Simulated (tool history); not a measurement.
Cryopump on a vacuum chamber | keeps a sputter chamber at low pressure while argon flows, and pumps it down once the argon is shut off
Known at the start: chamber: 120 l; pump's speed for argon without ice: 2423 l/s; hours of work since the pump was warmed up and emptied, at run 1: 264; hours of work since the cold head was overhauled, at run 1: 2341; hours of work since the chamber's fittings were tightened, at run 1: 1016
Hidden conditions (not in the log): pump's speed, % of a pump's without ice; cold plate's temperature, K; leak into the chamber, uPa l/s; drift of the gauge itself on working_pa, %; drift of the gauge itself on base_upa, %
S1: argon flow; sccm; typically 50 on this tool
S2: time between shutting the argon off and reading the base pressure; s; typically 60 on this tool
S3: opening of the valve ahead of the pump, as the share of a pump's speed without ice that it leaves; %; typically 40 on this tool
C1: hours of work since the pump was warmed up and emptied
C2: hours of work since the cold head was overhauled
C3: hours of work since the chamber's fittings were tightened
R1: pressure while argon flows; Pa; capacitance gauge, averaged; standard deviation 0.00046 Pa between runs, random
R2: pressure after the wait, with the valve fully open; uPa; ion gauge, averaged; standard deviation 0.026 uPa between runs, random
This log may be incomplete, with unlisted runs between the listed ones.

run	hour	S1	S2	S3	C1	C2	C3	R1	R2
1	0	50	60	40	264	2341	1016	0.0922	1.98
2	49.9	50	60	40	304	2381	1056	0.0923	2.01
3	124.2	50	60	19	364	2441	1116	0.1908	2.11
4	184.8	97	60	40	413	2490	1165	0.1832	2.16
# hour 247.3: pump warmed up, emptied and cooled again
5	252.7	50	60	40	4	2541	1215	0.0884	2
6	327.9	28	60	40	65	2601	1276	0.0499	2.15
7	361.7	28	60	40	92	2628	1303	0.0497	2.06
8	424.2	55	30	22	142	2679	1353	0.178	3.35
9	484.3	85	60	40	191	2727	1402	0.1544	2.26
10	529.4	68	120	53	227	2763	1438	0.096	1.9
11	600.7	22	22	21	285	2821	1495	0.0746	4.1

Alternative continuations, all from the tool just after run 11; predict every row:
A	684.1	93	60	40	352	2888	1562	?	?
B	684.1	80	30	21	352	2888	1562	?	?
C	684.1	20	204	22	352	2888	1562	?	?

run	R1	R2
A	0.1749	2.51
B	0.2768	3.48
C	0.0663	1.83
Stripped of hidden state, with their random variation kept, the same runs would have yielded:
run	R1	R2
A	0.1628	1.1
B	0.2664	2.07
C	0.0637	0.39

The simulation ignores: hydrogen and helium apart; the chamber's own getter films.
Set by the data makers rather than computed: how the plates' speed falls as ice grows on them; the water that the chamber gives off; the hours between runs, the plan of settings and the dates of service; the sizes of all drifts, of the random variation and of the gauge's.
